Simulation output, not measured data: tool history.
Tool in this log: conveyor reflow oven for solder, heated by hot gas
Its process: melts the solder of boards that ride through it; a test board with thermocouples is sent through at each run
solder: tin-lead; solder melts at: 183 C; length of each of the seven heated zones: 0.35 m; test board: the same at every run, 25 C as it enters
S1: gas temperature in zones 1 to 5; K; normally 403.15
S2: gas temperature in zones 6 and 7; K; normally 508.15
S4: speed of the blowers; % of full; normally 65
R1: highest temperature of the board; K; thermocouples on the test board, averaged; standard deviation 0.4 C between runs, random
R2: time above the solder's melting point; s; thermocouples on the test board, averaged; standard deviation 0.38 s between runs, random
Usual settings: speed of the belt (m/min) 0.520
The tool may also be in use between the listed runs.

run 1 hour=0.0 | S1=403.15 S2=508.15 speed_of_the_belt_(m/min)=0.520 S4=65 | R1=486.75 R2=55.5
run 2 hour=57.2 | S1=403.15 S2=508.15 speed_of_the_belt_(m/min)=0.520 S4=65 | R1=487.85 R2=55.3
run 3 hour=109.1 | S1=403.15 S2=508.15 speed_of_the_belt_(m/min)=0.520 S4=73 | R1=488.95 R2=56.2
run 4 hour=148.4 | S1=403.15 S2=508.15 speed_of_the_belt_(m/min)=0.520 S4=73 | R1=488.55 R2=55.5
-- hour=180.7 flux residue cleaned out of gas plates and filters
run 5 hour=205.8 | S1=403.15 S2=508.15 speed_of_the_belt_(m/min)=0.520 S4=73 | R1=489.25 R2=56.5
run 6 hour=241.2 | S1=404.15 S2=508.15 speed_of_the_belt_(m/min)=0.520 S4=65 | R1=487.95 R2=56.5
run 7 hour=286.8 | S1=404.15 S2=508.15 speed_of_the_belt_(m/min)=0.520 S4=65 | R1=487.65 R2=56.2
run 8 hour=324.7 | S1=410.15 S2=508.15 speed_of_the_belt_(m/min)=0.498 S4=80 | R1=492.35 R2=65.5
run 9 hour=375.8 | S1=410.15 S2=509.15 speed_of_the_belt_(m/min)=0.611 S4=80 | R1=487.25 R2=48.5
run 10 hour=400.8 | S1=389.15 S2=497.15 speed_of_the_belt_(m/min)=0.610 S4=64 | R1=468.75 R2=23.1
run 11 hour=450.8 | S1=389.15 S2=497.15 speed_of_the_belt_(m/min)=0.610 S4=64 | R1=469.25 R2=23.1

Run 12 is up next; what results do you expect?
run 12 hour=496.7 | S1=389.15 S2=497.15 speed_of_the_belt_(m/min)=0.610 S4=64 | R1=? R2=?

R1: 468.95 K
R2: 22.3 s
Were there no unlogged condition in the tool, this run, its random variation unchanged, would have produced R1 471.15 K, R2 25.3 s.
